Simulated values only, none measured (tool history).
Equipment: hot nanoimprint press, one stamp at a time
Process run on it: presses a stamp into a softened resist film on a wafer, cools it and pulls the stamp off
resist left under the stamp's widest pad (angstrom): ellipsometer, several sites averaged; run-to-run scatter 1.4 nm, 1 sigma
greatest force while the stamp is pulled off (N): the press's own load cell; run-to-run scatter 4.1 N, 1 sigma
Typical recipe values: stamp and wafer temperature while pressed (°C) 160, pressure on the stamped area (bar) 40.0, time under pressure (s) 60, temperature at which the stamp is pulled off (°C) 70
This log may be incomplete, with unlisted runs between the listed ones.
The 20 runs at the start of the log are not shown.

run,hour,stamp and wafer temperature while pressed (°C),pressure on the stamped area (bar),time under pressure (s),temperature at which the stamp is pulled off (°C),hours of work since the thermocouple was calibrated,imprints on the stamp's release coat,hours of work since the press's seals were changed,resist left under the stamp's widest pad (angstrom),greatest force while the stamp is pulled off (N)
21,179.3,154,39.7,64,56,8,711,432,2797,338
22,188.7,156,36.6,60,70,14,732,439,2711,269
23,199.9,160,45.2,53,77,22,756,446,2294,231
24,205.4,170,45.2,53,77,26,767,450,1503,234
25,215.2,170,39.5,98,59,32,789,457,1259,335
26,225.9,160,40.0,58,78,39,811,464,2334,229
27,231.7,160,40.0,58,78,43,824,468,2326,230
28,240.3,160,40.0,58,78,49,842,473,2293,224
29,248.6,162,53.3,57,59,55,860,479,1926,340
30,258.4,169,26.5,60,70,61,881,486,1910,273

Consider 4 possible next runs. They are alternatives, not a sequence: every one starts from the tool as it was left by run 30. What does each give?
A,263.8,159,40.0,60,58,65,893,489,?,?
B,263.8,169,26.5,60,76,65,893,489,?,?
C,263.8,160,40.2,60,70,65,893,489,?,?
D,263.8,152,43.9,33,70,65,893,489,?,?

run,resist left under the stamp's widest pad (angstrom),greatest force while the stamp is pulled off (N)
A,2413,326
B,1934,243
C,2297,274
D,3351,278
With no hidden state in the tool, these same runs would have given:
run,resist left under the stamp's widest pad (angstrom),greatest force while the stamp is pulled off (N)
A,2355,232
B,1892,173
C,2240,195
D,3305,198

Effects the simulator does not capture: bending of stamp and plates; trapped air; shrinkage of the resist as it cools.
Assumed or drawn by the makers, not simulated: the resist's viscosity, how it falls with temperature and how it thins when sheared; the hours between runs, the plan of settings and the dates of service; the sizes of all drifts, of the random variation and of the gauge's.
